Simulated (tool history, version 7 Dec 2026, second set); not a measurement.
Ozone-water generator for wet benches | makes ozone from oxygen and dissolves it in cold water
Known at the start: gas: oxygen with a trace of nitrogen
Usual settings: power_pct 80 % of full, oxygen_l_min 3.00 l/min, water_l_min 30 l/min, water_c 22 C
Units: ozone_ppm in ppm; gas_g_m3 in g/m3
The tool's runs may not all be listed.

run 1 hour=0.0 | power_pct=80 oxygen_l_min=3.00 water_l_min=30 water_c=22 | ozone_ppm=14.1 gas_g_m3=312.1
run 2 hour=44.0 | power_pct=80 oxygen_l_min=3.00 water_l_min=34 water_c=22 | ozone_ppm=12.3 gas_g_m3=310.2
run 3 hour=80.2 | power_pct=80 oxygen_l_min=3.00 water_l_min=21 water_c=22 | ozone_ppm=19.8 gas_g_m3=309.2
run 4 hour=101.6 | power_pct=80 oxygen_l_min=3.00 water_l_min=21 water_c=22 | ozone_ppm=19.3 gas_g_m3=311.1
run 5 hour=128.5 | power_pct=80 oxygen_l_min=3.00 water_l_min=30 water_c=22 | ozone_ppm=13.9 gas_g_m3=311.1
run 6 hour=169.6 | power_pct=80 oxygen_l_min=3.00 water_l_min=30 water_c=22 | ozone_ppm=14.0 gas_g_m3=314.3
run 7 hour=197.9 | power_pct=80 oxygen_l_min=3.00 water_l_min=30 water_c=22 | ozone_ppm=14.0 gas_g_m3=309.6
run 8 hour=242.7 | power_pct=80 oxygen_l_min=3.00 water_l_min=30 water_c=22 | ozone_ppm=13.9 gas_g_m3=311.6
run 9 hour=264.2 | power_pct=80 oxygen_l_min=3.00 water_l_min=30 water_c=22 | ozone_ppm=14.1 gas_g_m3=309.9
-- hour=272.5 contactor cleaned
run 10 hour=319.7 | power_pct=80 oxygen_l_min=3.00 water_l_min=30 water_c=22 | ozone_ppm=13.7 gas_g_m3=309.8
run 11 hour=361.3 | power_pct=80 oxygen_l_min=3.07 water_l_min=22 water_c=22 | ozone_ppm=19.0 gas_g_m3=303.8
-- hour=379.2 contactor cleaned, once more
run 12 hour=397.5 | power_pct=80 oxygen_l_min=3.07 water_l_min=22 water_c=22 | ozone_ppm=19.4 gas_g_m3=307.8
run 13 hour=448.6 | power_pct=80 oxygen_l_min=3.07 water_l_min=22 water_c=22 | ozone_ppm=19.3 gas_g_m3=306.5
run 14 hour=489.0 | power_pct=80 oxygen_l_min=3.07 water_l_min=22 water_c=22 | ozone_ppm=19.4 gas_g_m3=306.0
run 15 hour=518.7 | power_pct=44 oxygen_l_min=3.01 water_l_min=26 water_c=22 | ozone_ppm=9.5 gas_g_m3=177.0
run 16 hour=552.0 | power_pct=44 oxygen_l_min=3.01 water_l_min=26 water_c=22 | ozone_ppm=9.7 gas_g_m3=177.0
run 17 hour=580.5 | power_pct=54 oxygen_l_min=3.00 water_l_min=46 water_c=22 | ozone_ppm=6.4 gas_g_m3=217.4
run 18 hour=612.6 | power_pct=41 oxygen_l_min=1.64 water_l_min=46 water_c=29 | ozone_ppm=3.6 gas_g_m3=217.1
run 19 hour=635.7 | power_pct=51 oxygen_l_min=1.64 water_l_min=46 water_c=15 | ozone_ppm=4.9 gas_g_m3=261.8

4 ways to go on from here, each from the tool as it stands after run 19. What would each give?
run A hour=682.1 | power_pct=44 oxygen_l_min=3.00 water_l_min=41 water_c=22 | ozone_ppm=? gas_g_m3=?
run B hour=682.1 | power_pct=84 oxygen_l_min=1.64 water_l_min=46 water_c=15 | ozone_ppm=? gas_g_m3=?
run C hour=682.1 | power_pct=45 oxygen_l_min=1.64 water_l_min=26 water_c=22 | ozone_ppm=? gas_g_m3=?
run D hour=682.1 | power_pct=80 oxygen_l_min=3.00 water_l_min=19 water_c=30 | ozone_ppm=? gas_g_m3=?

run=A ozone_ppm=6.1 gas_g_m3=177.6
run=B ozone_ppm=7.5 gas_g_m3=415.5
run=C ozone_ppm=7.9 gas_g_m3=232.7
run=D ozone_ppm=19.8 gas_g_m3=306.6
Without the tool's hidden state the same runs would have given:
run=A ozone_ppm=6.2 gas_g_m3=179.6
run=B ozone_ppm=7.7 gas_g_m3=425.3
run=C ozone_ppm=8.0 gas_g_m3=235.4
run=D ozone_ppm=20.4 gas_g_m3=313.5
